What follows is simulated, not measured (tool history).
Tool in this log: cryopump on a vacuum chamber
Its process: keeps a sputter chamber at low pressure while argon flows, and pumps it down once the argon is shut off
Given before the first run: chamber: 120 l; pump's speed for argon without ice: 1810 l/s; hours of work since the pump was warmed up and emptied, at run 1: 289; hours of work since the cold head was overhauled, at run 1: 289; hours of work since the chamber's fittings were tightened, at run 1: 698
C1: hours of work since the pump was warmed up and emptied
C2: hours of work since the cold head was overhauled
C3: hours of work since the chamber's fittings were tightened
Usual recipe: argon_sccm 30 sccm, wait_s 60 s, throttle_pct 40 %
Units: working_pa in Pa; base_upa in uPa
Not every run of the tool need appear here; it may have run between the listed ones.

Run 1, hour 0: usual settings; C1 289; C2 289; C3 698. Result: working_pa 0.0745 Pa, base_upa 0.71 uPa.
Run 2, hour 37.2: usual settings but throttle_pct 37 %; C1 308; C2 308; C3 717. Result: working_pa 0.0789 Pa, base_upa 0.72 uPa.
Run 3, hour 60.3: usual settings but argon_sccm 31 sccm, throttle_pct 37 %; C1 319; C2 319; C3 729. Result: working_pa 0.0829 Pa, base_upa 0.7 uPa.
Run 4, hour 91.1: usual settings but throttle_pct 23 %; C1 335; C2 335; C3 745. Result: working_pa 0.1265 Pa, base_upa 0.79 uPa.
Run 5, hour 127.2: usual settings but throttle_pct 23 %; C1 354; C2 354; C3 763. Result: working_pa 0.126 Pa, base_upa 0.75 uPa.
Run 6, hour 162.3: usual settings but throttle_pct 23 %; C1 372; C2 372; C3 781. Result: working_pa 0.1269 Pa, base_upa 0.74 uPa.
Run 7, hour 192.7: usual settings; C1 387; C2 387; C3 797. Result: working_pa 0.0755 Pa, base_upa 0.74 uPa.
Run 8, hour 212.6: usual settings; C1 398; C2 398; C3 807. Result: working_pa 0.0738 Pa, base_upa 0.72 uPa.
Run 9, hour 238.9: usual settings; C1 411; C2 411; C3 820. Result: working_pa 0.0755 Pa, base_upa 0.75 uPa.
Run 10, hour 283.9: usual settings but throttle_pct 28 %; C1 434; C2 434; C3 843. Result: working_pa 0.1068 Pa, base_upa 0.77 uPa.
Run 11, hour 314.1: usual settings; C1 450; C2 450; C3 859. Result: working_pa 0.0762 Pa, base_upa 0.75 uPa.
Run 12, hour 343.7: usual settings but wait_s 126 s; C1 465; C2 465; C3 874. Result: working_pa 0.0757 Pa, base_upa 0.55 uPa.
Run 13, hour 367.2: usual settings but wait_s 126 s; C1 477; C2 477; C3 886. Result: working_pa 0.0777 Pa, base_upa 0.56 uPa.
Run 14, hour 396.4: usual settings but argon_sccm 45 sccm, wait_s 126 s; C1 492; C2 492; C3 901. Result: working_pa 0.115 Pa, base_upa 0.53 uPa.
Run 15, hour 435.5: usual settings but argon_sccm 45 sccm, wait_s 126 s; C1 512; C2 512; C3 921. Result: working_pa 0.1156 Pa, base_upa 0.5 uPa.
At hour 466.9: pump warmed up, emptied and cooled again.
Run 16, hour 472.7: usual settings but argon_sccm 14 sccm; C1 3; C2 528; C3 938. Result: working_pa 0.0332 Pa, base_upa 0.68 uPa.
Run 17, hour 511.7: usual settings but argon_sccm 14 sccm; C1 23; C2 548; C3 958. Result: working_pa 0.034 Pa, base_upa 0.74 uPa.
Run 18, hour 534.5: usual settings but wait_s 283 s, throttle_pct 31 %; C1 35; C2 560; C3 969. Result: working_pa 0.091 Pa, base_upa 0.36 uPa.
Run 19, hour 571.7: usual settings but argon_sccm 50 sccm, throttle_pct 53 %; C1 54; C2 579; C3 988. Result: working_pa 0.0897 Pa, base_upa 0.73 uPa.
Run 20, hour 611.6: usual settings but argon_sccm 33 sccm, throttle_pct 56 %; C1 74; C2 600; C3 1009. Result: working_pa 0.0572 Pa, base_upa 0.73 uPa.

Run 21 comes next. What will it give?
Run 21, hour 654.9: usual settings but argon_sccm 26 sccm, throttle_pct 56 %; C1 96; C2 622; C3 1031. Result: working_pa ?, base_upa ?.

working_pa: 0.045 Pa
base_upa: 0.74 uPa
The same run, on a tool lacking any hidden state, would have yielded working_pa 0.0438 Pa, base_upa 0.6 uPa.
